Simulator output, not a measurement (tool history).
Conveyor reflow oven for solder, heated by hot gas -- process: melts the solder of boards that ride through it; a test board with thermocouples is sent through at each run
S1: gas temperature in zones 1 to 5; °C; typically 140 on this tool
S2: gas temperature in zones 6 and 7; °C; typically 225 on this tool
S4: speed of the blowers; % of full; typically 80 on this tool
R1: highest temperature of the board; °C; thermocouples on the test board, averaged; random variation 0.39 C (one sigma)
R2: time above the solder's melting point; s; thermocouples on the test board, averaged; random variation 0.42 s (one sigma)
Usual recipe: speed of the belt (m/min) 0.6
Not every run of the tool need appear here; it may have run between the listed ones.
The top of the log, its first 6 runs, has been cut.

run 7 day=4.629 | S1=140 S2=225 speed_of_the_belt_(m/min)=0.6 S4=80 | R1=206.3 R2=43.5
run 8 day=5.446 | S1=140 S2=225 speed_of_the_belt_(m/min)=0.6 S4=80 | R1=206.7 R2=43.8
run 9 day=6.012 | S1=140 S2=225 speed_of_the_belt_(m/min)=0.6 S4=52 | R1=199.7 R2=34.7
run 10 day=7.092 | S1=140 S2=225 speed_of_the_belt_(m/min)=0.6 S4=80 | R1=206.2 R2=43.3
run 11 day=8.212 | S1=140 S2=225 speed_of_the_belt_(m/min)=0.6 S4=80 | R1=205.8 R2=43.2
run 12 day=9.325 | S1=140 S2=225 speed_of_the_belt_(m/min)=0.505 S4=80 | R1=210.4 R2=58.7
run 13 day=10.462 | S1=140 S2=225 speed_of_the_belt_(m/min)=0.505 S4=80 | R1=210.3 R2=58.9
-- day=10.925 flux residue cleaned out of gas plates and filters
run 14 day=11.758 | S1=140 S2=225 speed_of_the_belt_(m/min)=0.6 S4=80 | R1=207.7 R2=45.2
run 15 day=12.792 | S1=140 S2=235 speed_of_the_belt_(m/min)=0.6 S4=80 | R1=215.2 R2=51.4
run 16 day=13.604 | S1=153 S2=225 speed_of_the_belt_(m/min)=0.551 S4=80 | R1=211.3 R2=59.4

Run 17, settings as shown, results not yet in. Your forecast:
run 17 day=14.471 | S1=153 S2=237 speed_of_the_belt_(m/min)=0.636 S4=80 | R1=? R2=?

R1: 217.5 °C
R2: 54.1 s
With the hidden condition absent and the run-to-run variation left alone, this run would have shown R1 219.6 °C, R2 54.9 s.
